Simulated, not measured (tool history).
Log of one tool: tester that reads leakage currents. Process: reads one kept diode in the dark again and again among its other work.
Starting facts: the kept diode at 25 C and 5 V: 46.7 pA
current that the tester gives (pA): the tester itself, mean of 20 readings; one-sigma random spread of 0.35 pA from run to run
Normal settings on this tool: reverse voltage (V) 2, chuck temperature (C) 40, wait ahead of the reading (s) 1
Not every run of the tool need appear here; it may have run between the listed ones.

run	day	reverse voltage (V)	chuck temperature (C)	wait ahead of the reading (s)	current that the tester gives (pA)
1	0	2	40	1	118.47
2	3.533	2	40	1	118.6
3	6.225	2	40	1	119.68
4	8.354	12.22	40	1	290.89
5	12.317	12.22	40	1	294.74
6	16.325	12.22	40	0.92	299.45
7	18.717	12.22	40	0.92	301.06
8	23.079	1.75	40	0.92	114.43
9	26.821	1.75	40	0.92	114.32
10	29.079	1.75	40	0.92	115.17
11	32.45	2	40	1	123.24
12	34.975	2	25	0.72	36.42
# day 35.329: tester calibrated
13	38.588	1.96	25	0.72	36.51
14	42.575	7.42	25	1.57	78.61
15	47.088	19.84	31	0.38	233.31
# day 49.879: probe card cleaned and baked
16	51.983	1.57	32	1	54.63
# day 53.521: tester calibrated, once more
17	55.3	2	28	1.21	42.14
18	57.992	8.12	39	1.7	217.27
19	60.642	2	35	2.59	77.71

Run 20 has not been measured yet. What should we expect?
20	64.946	11.5	29	0.96	?

current that the tester gives (pA): 116.84
With the hidden condition absent and the run-to-run variation left alone, this run would have shown current that the tester gives (pA) 104.79.

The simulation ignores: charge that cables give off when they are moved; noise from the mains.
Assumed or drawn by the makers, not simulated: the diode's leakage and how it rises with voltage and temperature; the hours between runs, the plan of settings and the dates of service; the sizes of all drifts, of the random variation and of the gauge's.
